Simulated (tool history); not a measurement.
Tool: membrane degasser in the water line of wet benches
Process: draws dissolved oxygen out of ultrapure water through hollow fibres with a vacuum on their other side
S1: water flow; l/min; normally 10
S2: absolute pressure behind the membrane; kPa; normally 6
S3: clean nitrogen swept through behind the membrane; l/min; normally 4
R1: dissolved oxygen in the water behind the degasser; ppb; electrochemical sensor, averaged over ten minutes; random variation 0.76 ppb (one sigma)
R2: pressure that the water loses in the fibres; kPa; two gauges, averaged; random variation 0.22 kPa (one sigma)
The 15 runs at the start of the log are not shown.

run,hour,S1,S2,S3,R1,R2
16,818,10,6,8.27,64.8,55.85
17,878.8,10,6,8.27,65.2,56.04
18,930.7,8,14.02,4,92,44.9
19,968.9,7,4.49,3.41,31,38.87
# hour 995.7: vacuum gauge calibrated
20,1032.1,7,5.75,1.72,54.2,39.06
21,1063.6,12,5.75,3.87,103.3,66.86
22,1098.6,8,6,4.23,47.6,44.64
23,1149.3,13,10.35,1.77,235.7,72.33
24,1213.7,13,10.35,1.9,222.7,72.63
25,1274.8,13,10.35,1.9,228.5,72.36
26,1307.8,13,10.35,1.9,221.1,72.32
# hour 1344.1: vacuum gauge calibrated, once more
27,1344.1,10,10.35,1.9,154.1,56.15
# hour 1357.1: seals of the vacuum lines changed
28,1380.6,8,12.51,9.7,51.2,44.76
29,1443,8,12.51,9.7,52.2,44.43
30,1481.4,8,12.51,9.7,51.2,44.66

What will run 31 give?
31,1524,9,10.15,4,?,?

Run 31 measured R1 83.5 ppb, R2 50.33 kPa.
With no hidden state in the tool, this same run would have given R1 80.8 ppb, R2 49.74 kPa.
